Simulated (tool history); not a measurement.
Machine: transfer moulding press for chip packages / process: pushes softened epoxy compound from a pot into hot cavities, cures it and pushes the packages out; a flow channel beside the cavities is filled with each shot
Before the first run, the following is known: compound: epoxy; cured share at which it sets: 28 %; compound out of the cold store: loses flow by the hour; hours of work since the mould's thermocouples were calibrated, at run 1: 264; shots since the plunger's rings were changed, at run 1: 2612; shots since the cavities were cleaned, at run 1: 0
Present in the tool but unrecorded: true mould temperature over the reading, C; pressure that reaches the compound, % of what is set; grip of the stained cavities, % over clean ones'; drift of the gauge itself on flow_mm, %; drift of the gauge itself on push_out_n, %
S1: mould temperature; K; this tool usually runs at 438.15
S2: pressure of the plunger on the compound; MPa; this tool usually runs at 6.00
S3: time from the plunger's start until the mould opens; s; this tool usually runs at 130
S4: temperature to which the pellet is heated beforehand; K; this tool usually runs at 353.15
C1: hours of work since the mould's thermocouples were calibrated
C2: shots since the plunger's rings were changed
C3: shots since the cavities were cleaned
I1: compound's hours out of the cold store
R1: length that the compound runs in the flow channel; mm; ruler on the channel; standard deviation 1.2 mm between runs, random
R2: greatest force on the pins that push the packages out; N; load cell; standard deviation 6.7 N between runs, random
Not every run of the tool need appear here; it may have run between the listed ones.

| run | hour | S1 | S2 | S3 | S4 | C1 | C2 | C3 | I1 | R1 | R2 |
|---|---|---|---|---|---|---|---|---|---|---|---|
| 1 | 0.0 | 438.15 | 6.00 | 130 | 353.15 | 264 | 2612 | 0 | 37.8 | 479 | 281 |
| 2 | 22.1 | 438.15 | 6.00 | 130 | 353.15 | 280 | 2854 | 242 | 40.3 | 470 | 341 |
| 3 | 45.7 | 438.15 | 6.00 | 130 | 353.15 | 296 | 3113 | 501 | 26.0 | 521 | 402 |
|  | 63.0 | cavities cleaned with cleaning compound and waxed |
| 4 | 74.6 | 438.15 | 6.00 | 130 | 353.15 | 316 | 3414 | 128 | 34.2 | 491 | 313 |
| 5 | 100.5 | 438.15 | 6.00 | 130 | 353.15 | 334 | 3697 | 411 | 11.2 | 577 | 403 |
|  | 111.8 | mould's thermocouples calibrated |
|  | 127.0 | cavities cleaned with cleaning compound and waxed |
| 6 | 133.3 | 438.15 | 6.00 | 130 | 353.15 | 14 | 4019 | 68 | 45.3 | 451 | 298 |
| 7 | 168.6 | 438.15 | 6.00 | 130 | 353.15 | 39 | 4407 | 456 | 41.1 | 464 | 381 |
|  | 190.0 | cavities cleaned with cleaning compound and waxed |
| 8 | 193.8 | 438.15 | 6.00 | 130 | 352.15 | 56 | 4666 | 41 | 27.8 | 513 | 304 |
| 9 | 222.0 | 438.15 | 6.00 | 130 | 350.15 | 76 | 4976 | 351 | 16.0 | 551 | 380 |
|  | 253.9 | cavities cleaned with cleaning compound and waxed |
| 10 | 255.4 | 438.15 | 6.00 | 130 | 353.15 | 99 | 5326 | 16 | 40.4 | 464 | 274 |
| 11 | 282.4 | 438.15 | 6.00 | 130 | 353.15 | 118 | 5622 | 312 | 30.7 | 497 | 353 |
|  | 316.5 | cavities cleaned with cleaning compound and waxed |
| 12 | 319.1 | 438.15 | 6.00 | 142 | 353.15 | 143 | 6009 | 29 | 32.5 | 487 | 275 |
| 13 | 341.0 | 438.15 | 6.00 | 163 | 353.15 | 158 | 6248 | 268 | 26.6 | 509 | 339 |
| 14 | 369.7 | 446.15 | 4.68 | 144 | 358.15 | 179 | 6564 | 584 | 23.0 | 451 | 386 |
|  | 378.9 | cavities cleaned with cleaning compound and waxed |
|  | 391.0 | plunger's sealing rings changed |
| 15 | 404.5 | 446.15 | 6.00 | 130 | 358.15 | 200 | 148 | 254 | 37.6 | 482 | 334 |
| 16 | 439.1 | 440.15 | 6.95 | 130 | 356.15 | 225 | 527 | 633 | 9.8 | 637 | 408 |
|  | 443.1 | cavities cleaned with cleaning compound and waxed |
| 17 | 458.8 | 434.15 | 6.12 | 123 | 353.15 | 238 | 727 | 173 | 20.9 | 561 | 393 |

Run 18 is up next; what results do you expect?
| 18 | 477.8 | 438.15 | 5.62 | 121 | 353.15 | 251 | 935 | 381 | 35.1 | ? | ? |

Run 18 produced R1 478 mm, R2 391 N.
Were there no unlogged condition in the tool, this run, its random variation unchanged, would have produced R1 482 mm, R2 277 N.
